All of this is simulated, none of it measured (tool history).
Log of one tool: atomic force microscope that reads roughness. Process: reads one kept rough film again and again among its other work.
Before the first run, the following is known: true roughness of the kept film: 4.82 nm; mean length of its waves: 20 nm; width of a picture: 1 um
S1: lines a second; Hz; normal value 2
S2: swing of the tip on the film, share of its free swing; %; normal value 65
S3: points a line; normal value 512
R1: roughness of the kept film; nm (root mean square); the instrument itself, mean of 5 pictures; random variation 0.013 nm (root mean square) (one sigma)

run	hour	S1	S2	S3	R1
1	0	2	65	512	3.097
2	13.8	2	65	512	3.098
3	25.3	2	65	512	3.098
# hour 51.6: new tip fitted
4	52.3	2	65	512	3.125
5	70.7	0.78	65	512	3.171
6	86	0.78	65	512	3.221
7	97.3	0.78	65	512	3.185
8	112.6	0.78	65	512	3.183
9	123.5	0.78	65	512	3.196
10	139.4	0.78	65	512	3.169
11	157.9	2	83	512	2.914
12	175.3	1.03	69	985	3.155
13	202	1.03	69	985	3.176
# hour 208.7: new tip fitted
14	216.4	0.55	65	512	3.199
15	231.2	0.76	56	263	3.1
16	251.9	0.76	56	263	3.139
17	272	0.76	56	263	3.107
18	288.1	1.59	65	407	3.101
19	306	1.59	65	407	3.098
20	331.8	0.72	65	459	3.201
21	358.7	0.72	79	363	3.083
# hour 365.7: new tip fitted
22	375.9	0.51	63	512	3.194

What if the next run were any one of these 3? Each begins from the tool's condition after run 22:
A	391.5	0.51	63	411	?
B	391.5	0.93	65	484	?
C	391.5	2.27	65	512	?

run	R1
A	3.178
B	3.141
C	3.062
Stripped of hidden state, with their random variation kept, the same runs would have yielded:
run	R1
A	3.181
B	3.143
C	3.065
